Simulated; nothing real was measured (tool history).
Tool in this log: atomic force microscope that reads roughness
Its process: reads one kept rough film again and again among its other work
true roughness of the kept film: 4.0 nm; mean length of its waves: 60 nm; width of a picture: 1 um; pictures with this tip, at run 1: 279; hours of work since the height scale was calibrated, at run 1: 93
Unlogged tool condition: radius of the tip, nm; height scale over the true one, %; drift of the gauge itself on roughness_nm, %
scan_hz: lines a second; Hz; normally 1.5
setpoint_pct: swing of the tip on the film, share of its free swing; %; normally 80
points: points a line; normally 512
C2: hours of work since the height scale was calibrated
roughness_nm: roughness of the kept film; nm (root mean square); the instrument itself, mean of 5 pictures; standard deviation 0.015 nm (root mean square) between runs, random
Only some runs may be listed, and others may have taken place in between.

Run 1, hour 0: usual settings; pictures with this tip 279; C2 93. Result: roughness_nm 3.389 nm (root mean square).
Run 2, hour 28: usual settings; pictures with this tip 304; C2 110. Result: roughness_nm 3.324 nm (root mean square).
Run 3, hour 44.6: usual settings; pictures with this tip 319; C2 119. Result: roughness_nm 3.34 nm (root mean square).
At hour 65.1: new tip fitted.
Run 4, hour 65.1: usual settings; pictures with this tip 0; C2 131. Result: roughness_nm 3.583 nm (root mean square).
Run 5, hour 82.9: usual settings; pictures with this tip 15; C2 141. Result: roughness_nm 3.553 nm (root mean square).
Run 6, hour 107.1: usual settings but points 931; pictures with this tip 37; C2 155. Result: roughness_nm 3.562 nm (root mean square).
Run 7, hour 136.2: usual settings but points 931; pictures with this tip 63; C2 172. Result: roughness_nm 3.517 nm (root mean square).
Run 8, hour 161.5: usual settings; pictures with this tip 86; C2 187. Result: roughness_nm 3.51 nm (root mean square).
Run 9, hour 187.1: usual settings but points 270; pictures with this tip 109; C2 202. Result: roughness_nm 3.481 nm (root mean square).
Run 10, hour 218.2: usual settings but points 270; pictures with this tip 137; C2 220. Result: roughness_nm 3.437 nm (root mean square).
Run 11, hour 236.6: usual settings but points 270; pictures with this tip 153; C2 231. Result: roughness_nm 3.422 nm (root mean square).
Run 12, hour 257.4: usual settings but points 270; pictures with this tip 172; C2 243. Result: roughness_nm 3.414 nm (root mean square).
Run 13, hour 291.8: usual settings but points 270; pictures with this tip 203; C2 263. Result: roughness_nm 3.437 nm (root mean square).
Run 14, hour 327.5: usual settings but scan_hz 1.69 Hz; pictures with this tip 235; C2 284. Result: roughness_nm 3.363 nm (root mean square).
Run 15, hour 349.7: usual settings but scan_hz 2.52 Hz; pictures with this tip 254; C2 297. Result: roughness_nm 3.191 nm (root mean square).
Run 16, hour 385.7: usual settings but scan_hz 2.52 Hz; pictures with this tip 287; C2 318. Result: roughness_nm 3.179 nm (root mean square).
Run 17, hour 407.8: usual settings but scan_hz 2.52 Hz; pictures with this tip 306; C2 331. Result: roughness_nm 3.151 nm (root mean square).
At hour 443: new tip fitted.
Run 18, hour 445.2: usual settings but scan_hz 0.5 Hz, setpoint_pct 59 %, points 803; pictures with this tip 2; C2 352. Result: roughness_nm 3.871 nm (root mean square).

Forecast run 19:
Run 19, hour 475.3: usual settings but scan_hz 0.5 Hz, setpoint_pct 59 %, points 803; pictures with this tip 29; C2 370. Result: roughness_nm ?.

roughness_nm: 3.846 nm (root mean square)
If the tool had no hidden condition, the same run with the same run-to-run variation would have returned roughness_nm 3.885 nm (root mean square).
